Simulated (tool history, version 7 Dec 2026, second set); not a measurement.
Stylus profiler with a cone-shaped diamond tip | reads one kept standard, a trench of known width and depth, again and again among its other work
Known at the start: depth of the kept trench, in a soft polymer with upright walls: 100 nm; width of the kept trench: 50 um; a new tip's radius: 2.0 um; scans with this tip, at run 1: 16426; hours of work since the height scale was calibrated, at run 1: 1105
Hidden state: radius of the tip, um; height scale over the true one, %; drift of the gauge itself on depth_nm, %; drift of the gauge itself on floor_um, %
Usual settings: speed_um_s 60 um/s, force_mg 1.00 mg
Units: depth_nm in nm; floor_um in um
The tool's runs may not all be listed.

run,hour,speed_um_s,force_mg,scans with this tip,hours of work since the height scale was calibrated,depth_nm,floor_um
1,0.0,60,1.00,16426,1105,100.19,47.96
2,10.7,60,0.47,16501,1110,99.98,47.79
3,23.0,60,1.00,16588,1116,100.26,48.01
4,41.7,60,1.00,16720,1125,100.27,48.00
5,51.9,60,1.00,16792,1130,100.34,48.00
6,70.5,60,0.90,16923,1138,100.26,47.91
7,83.6,17,0.90,17016,1145,100.18,48.17
8,100.4,17,0.90,17134,1153,100.06,48.25
9,117.8,17,0.90,17257,1161,100.27,48.27
10,138.8,60,1.00,17405,1171,100.31,47.93
11,150.3,60,0.52,17486,1176,100.01,47.78
12,163.9,60,1.00,17582,1183,100.19,48.02
13,172.8,60,1.00,17644,1187,100.36,47.98
14,187.8,60,1.00,17750,1194,100.22,47.98
15,197.6,60,1.00,17820,1199,100.32,47.92
16,214.5,60,1.00,17938,1207,100.25,47.92
17,232.3,16,1.00,18064,1215,100.24,48.25
18,252.8,25,1.00,18208,1225,100.33,48.17
19,263.2,25,1.00,18282,1230,100.24,48.17
20,278.2,60,1.00,18388,1237,100.09,47.94
21,299.0,60,1.00,18534,1247,100.24,47.95
22,307.5,60,0.52,18595,1251,100.08,47.80
23,325.2,134,1.00,18719,1259,100.07,47.44
24,346.2,30,0.38,18867,1269,99.99,48.04
25,366.9,49,0.38,19013,1279,99.89,47.78
26,382.7,103,1.18,19125,1287,100.30,47.74
27,395.5,89,1.23,19215,1293,100.23,47.71
28,406.3,23,2.77,19291,1298,100.70,48.21

Run 29 comes next. What will it give?
29,425.0,17,0.49,19423,1307,?,?

depth_nm: 99.82 nm
floor_um: 48.17 um
Without the tool's hidden state the same run would have given depth_nm 100.23 nm, floor_um 48.61 um.

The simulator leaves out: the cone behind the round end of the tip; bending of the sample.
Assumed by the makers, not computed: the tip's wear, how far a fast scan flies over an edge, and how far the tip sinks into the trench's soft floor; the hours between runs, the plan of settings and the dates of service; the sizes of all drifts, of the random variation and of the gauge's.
